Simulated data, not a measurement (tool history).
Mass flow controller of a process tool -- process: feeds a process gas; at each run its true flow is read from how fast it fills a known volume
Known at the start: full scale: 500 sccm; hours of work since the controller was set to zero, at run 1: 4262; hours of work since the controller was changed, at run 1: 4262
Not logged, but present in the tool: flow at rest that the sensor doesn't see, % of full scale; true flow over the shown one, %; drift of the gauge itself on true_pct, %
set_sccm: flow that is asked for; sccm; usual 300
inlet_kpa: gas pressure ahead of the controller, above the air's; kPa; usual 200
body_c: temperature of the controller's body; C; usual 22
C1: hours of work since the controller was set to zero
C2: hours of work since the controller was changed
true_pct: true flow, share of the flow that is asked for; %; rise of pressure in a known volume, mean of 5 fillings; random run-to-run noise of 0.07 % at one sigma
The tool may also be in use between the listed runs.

run 1 hour=0.0 | set_sccm=300 inlet_kpa=200 body_c=22 | C1=4262 C2=4262 | true_pct=100.62
run 2 hour=149.8 | set_sccm=300 inlet_kpa=245 body_c=22 | C1=4309 C2=4309 | true_pct=100.62
run 3 hour=473.8 | set_sccm=300 inlet_kpa=245 body_c=22 | C1=4411 C2=4411 | true_pct=100.70
run 4 hour=737.7 | set_sccm=300 inlet_kpa=245 body_c=22 | C1=4494 C2=4494 | true_pct=100.82
run 5 hour=967.9 | set_sccm=300 inlet_kpa=245 body_c=22 | C1=4566 C2=4566 | true_pct=100.71
run 6 hour=1175.3 | set_sccm=300 inlet_kpa=245 body_c=22 | C1=4632 C2=4632 | true_pct=100.77
run 7 hour=1483.7 | set_sccm=300 inlet_kpa=200 body_c=21 | C1=4729 C2=4729 | true_pct=100.77
run 8 hour=1747.9 | set_sccm=300 inlet_kpa=200 body_c=21 | C1=4812 C2=4812 | true_pct=100.75
run 9 hour=1913.5 | set_sccm=300 inlet_kpa=200 body_c=21 | C1=4864 C2=4864 | true_pct=100.62
run 10 hour=2236.2 | set_sccm=300 inlet_kpa=200 body_c=22 | C1=4966 C2=4966 | true_pct=100.74
run 11 hour=2516.4 | set_sccm=300 inlet_kpa=200 body_c=22 | C1=5054 C2=5054 | true_pct=100.76
run 12 hour=2768.5 | set_sccm=300 inlet_kpa=200 body_c=22 | C1=5134 C2=5134 | true_pct=100.74
run 13 hour=3063.9 | set_sccm=300 inlet_kpa=200 body_c=22 | C1=5227 C2=5227 | true_pct=100.86
run 14 hour=3312.3 | set_sccm=300 inlet_kpa=200 body_c=22 | C1=5305 C2=5305 | true_pct=100.91
run 15 hour=3533.3 | set_sccm=300 inlet_kpa=200 body_c=22 | C1=5374 C2=5374 | true_pct=100.87
run 16 hour=3765.7 | set_sccm=300 inlet_kpa=200 body_c=22 | C1=5448 C2=5448 | true_pct=100.79
run 17 hour=4083.2 | set_sccm=300 inlet_kpa=200 body_c=22 | C1=5548 C2=5548 | true_pct=100.87
run 18 hour=4236.9 | set_sccm=300 inlet_kpa=200 body_c=22 | C1=5596 C2=5596 | true_pct=100.95
-- hour=4400.8 controller exchanged for a calibrated one
run 19 hour=4400.8 | set_sccm=300 inlet_kpa=200 body_c=22 | C1=0 C2=0 | true_pct=99.42
run 20 hour=4733.7 | set_sccm=300 inlet_kpa=142 body_c=22 | C1=105 C2=105 | true_pct=99.43
run 21 hour=4887.0 | set_sccm=300 inlet_kpa=142 body_c=22 | C1=153 C2=153 | true_pct=99.51
run 22 hour=5164.7 | set_sccm=300 inlet_kpa=142 body_c=22 | C1=241 C2=241 | true_pct=99.51
-- hour=5190.2 controller's zero set anew
run 23 hour=5422.6 | set_sccm=300 inlet_kpa=142 body_c=22 | C1=73 C2=322 | true_pct=99.60
run 24 hour=5605.4 | set_sccm=300 inlet_kpa=200 body_c=26 | C1=131 C2=379 | true_pct=99.42
run 25 hour=5818.2 | set_sccm=300 inlet_kpa=200 body_c=26 | C1=198 C2=446 | true_pct=99.32
run 26 hour=6021.7 | set_sccm=300 inlet_kpa=200 body_c=26 | C1=262 C2=510 | true_pct=99.38
run 27 hour=6210.2 | set_sccm=370 inlet_kpa=152 body_c=26 | C1=321 C2=570 | true_pct=99.67
-- hour=6264.6 controller's zero set anew, once more
run 28 hour=6436.2 | set_sccm=370 inlet_kpa=152 body_c=26 | C1=54 C2=641 | true_pct=99.67
run 29 hour=6645.3 | set_sccm=370 inlet_kpa=152 body_c=26 | C1=120 C2=707 | true_pct=99.58
run 30 hour=6808.3 | set_sccm=370 inlet_kpa=152 body_c=26 | C1=171 C2=758 | true_pct=99.70
run 31 hour=7153.6 | set_sccm=370 inlet_kpa=182 body_c=33 | C1=280 C2=867 | true_pct=99.14
run 32 hour=7375.3 | set_sccm=370 inlet_kpa=182 body_c=33 | C1=350 C2=937 | true_pct=99.21
run 33 hour=7686.4 | set_sccm=118 inlet_kpa=200 body_c=23 | C1=448 C2=1035 | true_pct=99.01
run 34 hour=7939.6 | set_sccm=50 inlet_kpa=150 body_c=28 | C1=528 C2=1114 | true_pct=98.51
run 35 hour=8138.1 | set_sccm=92 inlet_kpa=259 body_c=37 | C1=590 C2=1177 | true_pct=98.13
run 36 hour=8434.2 | set_sccm=92 inlet_kpa=259 body_c=32 | C1=683 C2=1270 | true_pct=98.52
run 37 hour=8760.1 | set_sccm=414 inlet_kpa=200 body_c=23 | C1=786 C2=1373 | true_pct=100.26
run 38 hour=9083.5 | set_sccm=414 inlet_kpa=200 body_c=23 | C1=888 C2=1475 | true_pct=100.41
run 39 hour=9312.0 | set_sccm=377 inlet_kpa=142 body_c=25 | C1=960 C2=1546 | true_pct=99.93
run 40 hour=9515.5 | set_sccm=119 inlet_kpa=200 body_c=36 | C1=1024 C2=1611 | true_pct=98.30
run 41 hour=9748.7 | set_sccm=119 inlet_kpa=200 body_c=36 | C1=1097 C2=1684 | true_pct=98.35
run 42 hour=9920.9 | set_sccm=119 inlet_kpa=200 body_c=36 | C1=1152 C2=1738 | true_pct=98.32
run 43 hour=10255.0 | set_sccm=72 inlet_kpa=200 body_c=33 | C1=1257 C2=1843 | true_pct=98.59
run 44 hour=10596.6 | set_sccm=128 inlet_kpa=200 body_c=21 | C1=1364 C2=1951 | true_pct=99.52
run 45 hour=10745.3 | set_sccm=189 inlet_kpa=200 body_c=36 | C1=1411 C2=1998 | true_pct=98.66
run 46 hour=10914.3 | set_sccm=429 inlet_kpa=174 body_c=22 | C1=1464 C2=2051 | true_pct=100.59
run 47 hour=11206.7 | set_sccm=429 inlet_kpa=174 body_c=22 | C1=1557 C2=2143 | true_pct=100.45
run 48 hour=11491.7 | set_sccm=429 inlet_kpa=234 body_c=22 | C1=1646 C2=2233 | true_pct=100.82
run 49 hour=11837.9 | set_sccm=80 inlet_kpa=221 body_c=30 | C1=1755 C2=2342 | true_pct=99.16

What would each run have given without the hidden state, its run-to-run variation left as it was?
run=1 true_pct=99.46
run=2 true_pct=99.44
run=3 true_pct=99.48
run=4 true_pct=99.58
run=5 true_pct=99.44
run=6 true_pct=99.48
run=7 true_pct=99.45
run=8 true_pct=99.40
run=9 true_pct=99.26
run=10 true_pct=99.34
run=11 true_pct=99.33
run=12 true_pct=99.28
run=13 true_pct=99.38
run=14 true_pct=99.40
run=15 true_pct=99.34
run=16 true_pct=99.23
run=17 true_pct=99.29
run=18 true_pct=99.34
run=19 true_pct=99.25
run=20 true_pct=99.23
run=21 true_pct=99.29
run=22 true_pct=99.26
run=23 true_pct=99.30
run=24 true_pct=99.10
run=25 true_pct=98.98
run=26 true_pct=99.03
run=27 true_pct=99.31
run=28 true_pct=99.36
run=29 true_pct=99.25
run=30 true_pct=99.35
run=31 true_pct=98.76
run=32 true_pct=98.81
run=33 true_pct=98.44
run=34 true_pct=97.64
run=35 true_pct=97.45
run=36 true_pct=97.79
run=37 true_pct=99.74
run=38 true_pct=99.85
run=39 true_pct=99.34
run=40 true_pct=97.49
run=41 true_pct=97.51
run=42 true_pct=97.46
run=43 true_pct=97.47
run=44 true_pct=98.59
run=45 true_pct=97.82
run=46 true_pct=99.86
run=47 true_pct=99.69
run=48 true_pct=100.03
run=49 true_pct=97.82
